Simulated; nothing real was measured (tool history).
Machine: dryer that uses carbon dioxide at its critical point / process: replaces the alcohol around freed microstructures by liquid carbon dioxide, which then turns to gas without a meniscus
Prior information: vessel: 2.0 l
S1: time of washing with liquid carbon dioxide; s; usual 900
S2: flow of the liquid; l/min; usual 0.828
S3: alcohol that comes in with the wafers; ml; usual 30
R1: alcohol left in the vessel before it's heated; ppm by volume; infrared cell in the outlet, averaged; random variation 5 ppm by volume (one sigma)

run,day,S1,S2,S3,R1
1,0.000,900,0.828,30,112
2,0.292,900,0.828,30,107
3,0.696,900,0.621,30,242
4,1.012,900,0.621,30,238
5,1.212,900,1.320,30,84
6,1.675,900,1.320,30,81
7,2.129,900,1.320,33,85
8,2.367,900,1.320,33,80
9,2.796,900,1.320,33,95
10,3.021,900,1.320,33,87
11,3.238,900,1.320,33,92
12,3.492,1320,0.828,30,90
13,3.712,900,0.828,30,129
14,4.200,900,0.828,30,133
15,4.688,900,1.345,30,98
16,4.954,900,1.345,30,98
17,5.200,900,1.345,30,98
18,5.588,840,0.828,30,155
19,5.796,840,0.828,30,152
20,6.254,840,0.828,30,161
21,6.488,840,0.828,30,167
22,6.738,840,0.828,30,160
23,7.175,840,0.828,30,150
24,7.533,900,0.867,35,133
25,7.838,900,0.867,35,146

Predict the results of run 26:
26,8.058,780,0.867,35,?

{"run 26": {"R1": 193}}
Take away the tool's hidden state, keep the run-to-run variation as it was, and the same run would have given R1 74 ppm by volume.
